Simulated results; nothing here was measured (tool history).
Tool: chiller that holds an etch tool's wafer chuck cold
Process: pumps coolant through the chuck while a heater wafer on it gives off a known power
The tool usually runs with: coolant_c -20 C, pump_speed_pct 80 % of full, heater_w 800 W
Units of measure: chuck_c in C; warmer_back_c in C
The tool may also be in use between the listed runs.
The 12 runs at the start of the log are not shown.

| run | hour | coolant_c | pump_speed_pct | heater_w | chuck_c | warmer_back_c |
|---|---|---|---|---|---|---|
| 13 | 581.6 | -20 | 80 | 800 | -13.1 | 1.85 |
| 14 | 645.9 | -20 | 80 | 800 | -13.1 | 1.88 |
| 15 | 703.9 | -20 | 80 | 800 | -13.0 | 1.89 |
| 16 | 743.5 | -20 | 80 | 800 | -12.9 | 1.91 |
| 17 | 813.0 | -20 | 80 | 800 | -12.8 | 1.88 |
| 18 | 885.5 | -20 | 80 | 800 | -12.9 | 1.92 |
| 19 | 948.8 | -20 | 80 | 800 | -12.9 | 1.95 |
| 20 | 977.9 | -20 | 80 | 800 | -12.9 | 1.92 |
| 21 | 1015.9 | -20 | 80 | 800 | -12.7 | 1.90 |
| 22 | 1057.5 | -27 | 72 | 800 | -19.3 | 2.16 |
| 23 | 1116.9 | -23 | 66 | 800 | -14.9 | 2.40 |
| 24 | 1188.3 | -23 | 66 | 447 | -17.5 | 1.31 |
| 25 | 1233.9 | -24 | 80 | 575 | -18.2 | 1.41 |
| 26 | 1286.6 | -24 | 80 | 507 | -18.6 | 1.25 |
| 27 | 1327.4 | -20 | 89 | 878 | -12.4 | 1.90 |
| 28 | 1380.2 | -20 | 89 | 878 | -12.4 | 1.91 |
| 29 | 1431.8 | -20 | 89 | 878 | -12.2 | 1.92 |
| 30 | 1470.1 | -24 | 63 | 735 | -15.9 | 2.32 |
| 31 | 1514.1 | -23 | 72 | 680 | -15.9 | 1.86 |

Predict each of these 4 candidate next runs independently; none follows another, all start after run 31:
| A | 1575.3 | -23 | 62 | 489 | ? | ? |
| B | 1575.3 | -16 | 72 | 680 | ? | ? |
| C | 1575.3 | -28 | 77 | 930 | ? | ? |
| D | 1575.3 | -24 | 84 | 898 | ? | ? |

| run | chuck_c | warmer_back_c |
|---|---|---|
| A | -17.0 | 1.58 |
| B | -8.9 | 1.87 |
| C | -19.1 | 2.37 |
| D | -15.9 | 2.12 |
Stripped of hidden state, with their random variation kept, the same runs would have yielded:
| run | chuck_c | warmer_back_c |
|---|---|---|
| A | -19.3 | 1.41 |
| B | -11.4 | 1.66 |
| C | -21.7 | 2.10 |
| D | -18.5 | 1.88 |
